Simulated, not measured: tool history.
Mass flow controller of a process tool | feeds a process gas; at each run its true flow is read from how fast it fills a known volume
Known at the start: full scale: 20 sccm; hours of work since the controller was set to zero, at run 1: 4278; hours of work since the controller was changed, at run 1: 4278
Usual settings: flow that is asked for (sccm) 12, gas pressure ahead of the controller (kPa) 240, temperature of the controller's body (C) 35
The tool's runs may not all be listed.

run      day  flow that is asked for (sccm)  gas pressure ahead of the controller (kPa)  temperature of the controller's body (C)  hours of work since the controller was set to zero  hours of work since the controller was changed  true flow (%)
  1        0                             12                                         240                                        35                                                4278                                            4278          96.76
  2    7.921                             12                                         240                                        35                                                4338                                            4338          96.61
  3   15.004                             12                                         240                                        35                                                4392                                            4392          96.58
  4   19.504                              4                                         240                                        35                                                4427                                            4427          96.51
  5   26.079                              6                                         240                                        35                                                4477                                            4477          96.26
  6   31.233                             12                                         240                                        35                                                4516                                            4516          96.45
  7   36.538                             12                                         240                                        35                                                4557                                            4557           96.4
  8   44.546                             12                                         225                                        35                                                4618                                            4618          96.46
  9   52.475                             12                                         225                                        35                                                4678                                            4678          96.27
 10   57.704                             12                                         225                                        35                                                4718                                            4718           96.3
 11   62.229                             12                                         225                                        35                                                4753                                            4753          96.35
 12   70.279                             12                                         225                                        35                                                4814                                            4814          96.16
 13   74.392                             12                                         225                                        35                                                4846                                            4846          96.26
 14   78.933                             12                                         271                                        39                                                4880                                            4880          96.77
 15   86.038                             12                                         271                                        39                                                4934                                            4934          96.57
 16   92.633                              4                                         212                                        20                                                4985                                            4985          94.82
 17   97.608                              4                                         212                                        20                                                5023                                            5023          94.82
 18  104.412                              6                                         212                                        20                                                5075                                            5075          94.52
 19  110.262                             13                                         212                                        37                                                5119                                            5119          96.27
 20  117.625                              2                                         240                                        24                                                5176                                            5176          96.68
 21  123.625                              5                                         230                                        31                                                5221                                            5221          95.33
 22  127.096                              5                                         230                                        31                                                5248                                            5248          95.33
 23  131.292                             12                                         159                                        35                                                5280                                            5280          95.63
 24  138.925                             12                                         217                                        35                                                5338                                            5338          95.87
 25  145.208                              6                                         264                                        35                                                5386                                            5386           95.6
 26  152.642                              3                                         240                                        32                                                5443                                            5443          96.04

Hidden state or all else? Some run-to-run changes of true flow (%), split into what the settings, what came in and random variation would give without the hidden state, and what is left for the hidden state (with any gauge scatter that isn't in both results):
The hidden state here: flow at rest that the sensor doesn't see, % of full scale; true flow over the shown one, %; drift of the gauge itself on true_pct, %.
Run 15 -> 16: flow that is asked for (sccm) 12 -> 4, gas pressure ahead of the controller (kPa) 271 -> 212, temperature of the controller's body (C) 39 -> 20. true flow (%) -1.75: hidden state +1.16, all else -2.91.
Run 18 -> 19: flow that is asked for (sccm) 6 -> 13, temperature of the controller's body (C) 20 -> 37. true flow (%) +1.75: hidden state -0.69, all else +2.44.
Run 19 -> 20: flow that is asked for (sccm) 13 -> 2, gas pressure ahead of the controller (kPa) 212 -> 240, temperature of the controller's body (C) 37 -> 24. true flow (%) +0.41: hidden state +3.1, all else -2.69.
Run 20 -> 21: flow that is asked for (sccm) 2 -> 5, gas pressure ahead of the controller (kPa) 240 -> 230, temperature of the controller's body (C) 24 -> 31. true flow (%) -1.35: hidden state -2.26, all else +0.91.
